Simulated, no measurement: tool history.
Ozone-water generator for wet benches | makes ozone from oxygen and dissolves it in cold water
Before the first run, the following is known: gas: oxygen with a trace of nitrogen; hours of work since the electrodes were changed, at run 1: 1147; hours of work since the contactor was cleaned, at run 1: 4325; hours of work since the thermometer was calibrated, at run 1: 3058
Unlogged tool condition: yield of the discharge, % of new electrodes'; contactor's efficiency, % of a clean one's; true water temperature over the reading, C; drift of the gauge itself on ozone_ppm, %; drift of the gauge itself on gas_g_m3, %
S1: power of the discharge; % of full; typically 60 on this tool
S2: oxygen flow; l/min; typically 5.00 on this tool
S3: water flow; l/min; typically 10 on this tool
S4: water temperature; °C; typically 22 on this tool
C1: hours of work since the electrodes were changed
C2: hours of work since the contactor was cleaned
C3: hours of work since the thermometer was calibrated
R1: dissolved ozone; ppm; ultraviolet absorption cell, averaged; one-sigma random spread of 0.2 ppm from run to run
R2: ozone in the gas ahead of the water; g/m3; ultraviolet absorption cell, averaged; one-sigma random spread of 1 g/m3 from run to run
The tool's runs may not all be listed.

{"run": 1, "hour": 0.0, "S1": 60, "S2": 5.0, "S3": 10, "S4": 22, "C1": 1147, "C2": 4325, "C3": 3058, "R1": 27.9, "R2": 181.8}
{"run": 2, "hour": 41.3, "S1": 94, "S2": 5.0, "S3": 10, "S4": 22, "C1": 1185, "C2": 4363, "C3": 3096, "R1": 41.0, "R2": 269.4}
{"run": 3, "hour": 91.8, "S1": 60, "S2": 3.22, "S3": 10, "S4": 22, "C1": 1232, "C2": 4410, "C3": 3143, "R1": 26.4, "R2": 207.2}
{"run": 4, "hour": 120.3, "S1": 60, "S2": 3.22, "S3": 10, "S4": 22, "C1": 1258, "C2": 4436, "C3": 3169, "R1": 26.4, "R2": 206.8}
{"run": 5, "hour": 169.3, "S1": 60, "S2": 3.22, "S3": 10, "S4": 22, "C1": 1304, "C2": 4482, "C3": 3214, "R1": 26.2, "R2": 204.7}
{"run": 6, "hour": 226.6, "S1": 60, "S2": 3.22, "S3": 10, "S4": 22, "C1": 1357, "C2": 4535, "C3": 3268, "R1": 26.4, "R2": 207.7}
{"run": 7, "hour": 258.3, "S1": 60, "S2": 4.72, "S3": 10, "S4": 22, "C1": 1386, "C2": 4564, "C3": 3297, "R1": 28.3, "R2": 185.7}
{"run": 8, "hour": 302.0, "S1": 60, "S2": 4.72, "S3": 10, "S4": 22, "C1": 1427, "C2": 4605, "C3": 3337, "R1": 28.0, "R2": 187.5}
{"run": 9, "hour": 360.4, "S1": 60, "S2": 4.72, "S3": 10, "S4": 22, "C1": 1481, "C2": 4659, "C3": 3392, "R1": 27.9, "R2": 186.8}
{"run": 10, "hour": 416.5, "S1": 60, "S2": 4.66, "S3": 10, "S4": 22, "C1": 1533, "C2": 4711, "C3": 3444, "R1": 27.5, "R2": 187.5}
{"run": 11, "hour": 441.7, "S1": 60, "S2": 5.0, "S3": 10, "S4": 24, "C1": 1556, "C2": 4734, "C3": 3467, "R1": 26.8, "R2": 182.1}
{"run": 12, "hour": 497.4, "S1": 60, "S2": 5.0, "S3": 10, "S4": 22, "C1": 1608, "C2": 4786, "C3": 3519, "R1": 27.9, "R2": 183.1}
{"run": 13, "hour": 533.3, "S1": 60, "S2": 5.0, "S3": 10, "S4": 22, "C1": 1641, "C2": 4819, "C3": 3552, "R1": 27.9, "R2": 183.3}
{"run": 14, "hour": 580.2, "S1": 60, "S2": 5.0, "S3": 10, "S4": 22, "C1": 1684, "C2": 4862, "C3": 3595, "R1": 27.9, "R2": 181.7}
{"run": 15, "hour": 608.3, "S1": 60, "S2": 5.0, "S3": 10, "S4": 22, "C1": 1711, "C2": 4889, "C3": 3621, "R1": 28.1, "R2": 183.1}
{"hour": 623.8, "done": "water thermometer calibrated"}
{"run": 16, "hour": 638.4, "S1": 60, "S2": 2.76, "S3": 10, "S4": 22, "C1": 1738, "C2": 4916, "C3": 14, "R1": 25.5, "R2": 221.6}
{"run": 17, "hour": 684.0, "S1": 60, "S2": 4.1, "S3": 10, "S4": 22, "C1": 1780, "C2": 4958, "C3": 56, "R1": 27.4, "R2": 194.7}
{"run": 18, "hour": 723.3, "S1": 95, "S2": 4.1, "S3": 10, "S4": 22, "C1": 1817, "C2": 4995, "C3": 92, "R1": 40.5, "R2": 290.9}
{"run": 19, "hour": 751.0, "S1": 71, "S2": 4.68, "S3": 12, "S4": 15, "C1": 1842, "C2": 5020, "C3": 118, "R1": 33.1, "R2": 217.5}
{"run": 20, "hour": 779.9, "S1": 44, "S2": 3.12, "S3": 13, "S4": 16, "C1": 1869, "C2": 5047, "C3": 145, "R1": 18.4, "R2": 162.1}
{"run": 21, "hour": 809.4, "S1": 61, "S2": 3.12, "S3": 13, "S4": 16, "C1": 1896, "C2": 5074, "C3": 172, "R1": 24.8, "R2": 214.2}
{"run": 22, "hour": 864.4, "S1": 65, "S2": 2.78, "S3": 14, "S4": 16, "C1": 1947, "C2": 5125, "C3": 223, "R1": 23.7, "R2": 235.2}
{"run": 23, "hour": 910.3, "S1": 65, "S2": 2.78, "S3": 14, "S4": 16, "C1": 1990, "C2": 5168, "C3": 266, "R1": 23.8, "R2": 237.6}
{"run": 24, "hour": 936.9, "S1": 65, "S2": 2.78, "S3": 14, "S4": 16, "C1": 2015, "C2": 5193, "C3": 290, "R1": 23.7, "R2": 233.8}
{"run": 25, "hour": 991.4, "S1": 65, "S2": 2.78, "S3": 14, "S4": 16, "C1": 2065, "C2": 5243, "C3": 341, "R1": 23.6, "R2": 235.5}
{"run": 26, "hour": 1030.8, "S1": 68, "S2": 3.38, "S3": 14, "S4": 16, "C1": 2102, "C2": 5280, "C3": 377, "R1": 26.2, "R2": 230.7}
{"run": 27, "hour": 1058.5, "S1": 68, "S2": 3.38, "S3": 14, "S4": 16, "C1": 2127, "C2": 5305, "C3": 403, "R1": 26.1, "R2": 231.6}
{"run": 28, "hour": 1112.9, "S1": 60, "S2": 3.71, "S3": 10, "S4": 18, "C1": 2178, "C2": 5356, "C3": 453, "R1": 29.1, "R2": 202.6}
{"run": 29, "hour": 1156.6, "S1": 95, "S2": 3.71, "S3": 8, "S4": 29, "C1": 2218, "C2": 5396, "C3": 494, "R1": 39.6, "R2": 299.6}
{"run": 30, "hour": 1189.1, "S1": 60, "S2": 6.43, "S3": 10, "S4": 22, "C1": 2248, "C2": 5426, "C3": 524, "R1": 28.2, "R2": 171.1}
{"run": 31, "hour": 1246.2, "S1": 60, "S2": 6.43, "S3": 10, "S4": 22, "C1": 2301, "C2": 5479, "C3": 577, "R1": 28.3, "R2": 171.5}
{"run": 32, "hour": 1295.8, "S1": 73, "S2": 6.43, "S3": 10, "S4": 18, "C1": 2347, "C2": 5525, "C3": 623, "R1": 36.3, "R2": 203.3}
{"run": 33, "hour": 1352.7, "S1": 53, "S2": 2.61, "S3": 12, "S4": 29, "C1": 2400, "C2": 5578, "C3": 676, "R1": 18.1, "R2": 202.7}

Consider 3 possible next runs. They are alternatives, not a sequence: every one starts from the tool as it was left by run 33. What does each give?
{"run": "A", "hour": 1399.9, "S1": 60, "S2": 4.5, "S3": 10, "S4": 23, "C1": 2444, "C2": 5622, "C3": 719, "R1": "?", "R2": "?"}
{"run": "B", "hour": 1399.9, "S1": 60, "S2": 3.83, "S3": 15, "S4": 22, "C1": 2444, "C2": 5622, "C3": 719, "R1": "?", "R2": "?"}
{"run": "C", "hour": 1399.9, "S1": 47, "S2": 6.02, "S3": 10, "S4": 22, "C1": 2444, "C2": 5622, "C3": 719, "R1": "?", "R2": "?"}

run=A R1=26.7 R2=191.7
run=B R1=21.0 R2=200.6
run=C R1=22.6 R2=143.5
What these runs would have given with no unlogged condition in the tool:
run=A R1=26.8 R2=187.5
run=B R1=21.0 R2=196.2
run=C R1=22.7 R2=140.4
